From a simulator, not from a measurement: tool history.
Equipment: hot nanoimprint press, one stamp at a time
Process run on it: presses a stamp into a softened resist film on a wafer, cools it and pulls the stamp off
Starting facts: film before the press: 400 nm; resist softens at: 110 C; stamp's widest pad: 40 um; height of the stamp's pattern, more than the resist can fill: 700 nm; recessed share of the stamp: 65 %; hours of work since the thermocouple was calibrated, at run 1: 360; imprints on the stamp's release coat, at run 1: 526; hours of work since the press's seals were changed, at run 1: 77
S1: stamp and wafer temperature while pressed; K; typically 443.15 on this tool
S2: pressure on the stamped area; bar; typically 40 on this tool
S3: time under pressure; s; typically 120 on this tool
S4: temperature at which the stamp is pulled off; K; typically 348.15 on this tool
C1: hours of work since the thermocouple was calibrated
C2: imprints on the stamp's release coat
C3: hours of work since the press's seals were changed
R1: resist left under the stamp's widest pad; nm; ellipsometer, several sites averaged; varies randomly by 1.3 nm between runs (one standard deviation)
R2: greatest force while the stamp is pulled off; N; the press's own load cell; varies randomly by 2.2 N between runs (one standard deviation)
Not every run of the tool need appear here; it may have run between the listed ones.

run	hour	S1	S2	S3	S4	C1	C2	C3	R1	R2
1	0	443.15	40	120	348.15	360	526	77	211.9	113
2	5.7	443.15	40	120	343.15	364	554	81	214	128
3	14.7	443.15	40	194	348.15	371	597	87	182	113
4	24.2	443.15	40	120	348.15	377	642	94	212.2	118
5	31.4	443.15	40	120	348.15	382	677	99	213.9	118
6	37.6	443.15	40	120	348.15	387	706	103	213.5	126
# hour 50.3: stamp cleaned and given a new release coat
7	52.5	443.15	40	120	348.15	393	11	109	212.8	102
8	61.6	443.15	40	120	348.15	399	54	115	214.4	103
9	66.4	443.15	28.2	120	348.15	402	77	119	249.8	107
10	74.9	443.15	28.2	120	348.15	408	118	125	251.1	100
11	79.9	443.15	28.2	120	348.15	412	142	128	251.8	107
12	87.3	443.15	28.2	120	348.15	417	177	133	252.2	104
# hour 92.9: plate thermocouple calibrated
13	97.8	443.15	28.2	120	348.15	3	213	139	237.2	100
14	107.1	443.15	28.2	120	348.15	10	258	145	235.1	111
15	114.3	453.15	28.2	120	348.15	15	292	150	149.8	111
16	122.5	436.15	27.5	233	347.15	21	331	156	274.6	111
17	128.3	436.15	27.5	233	347.15	25	359	160	276.5	108
18	132.6	434.15	26.6	179	348.15	28	380	163	318	107
19	141.8	435.15	26.6	175	348.15	34	424	169	307	110
20	147.9	453.15	55.2	216	355.15	38	453	174	80.6	94
21	153.7	452.15	27.7	120	348.15	42	481	178	159.3	114
22	159.1	441.15	62.6	120	348.15	46	506	181	177.7	115
23	164.4	446.15	40	101	338.15	50	532	185	182.3	141
24	173.8	453.15	40	120	344.15	56	577	192	122.8	130
25	181.9	443.15	42.4	120	353.15	62	616	197	196.8	102
26	191.3	434.15	42.4	120	353.15	69	660	204	298.9	103
27	196.5	434.15	42.4	218	346.15	72	686	207	259.7	121
28	202.9	432.15	42.4	111	338.15	77	716	212	326.2	144
# hour 213.6: stamp cleaned and given a new release coat
29	217.2	432.15	42.4	111	338.15	82	17	218	325.2	120

Branching from run 29: 4 alternative next runs. What would each branch give?
A	223.9	451.15	63.9	111	354.15	87	49	222	?	?
B	223.9	432.15	40	188	348.15	87	49	222	?	?
C	223.9	432.15	61.4	203	340.15	87	49	222	?	?
D	223.9	443.15	40	122	348.15	87	49	222	?	?

run	R1	R2
A	106.4	85
B	299.7	99
C	249.6	117
D	201.8	99
The same runs, with their run-to-run variation unchanged, on a tool lacking any hidden condition would have given:
run	R1	R2
A	104.7	83
B	297.8	97
C	246.7	116
D	199.9	97
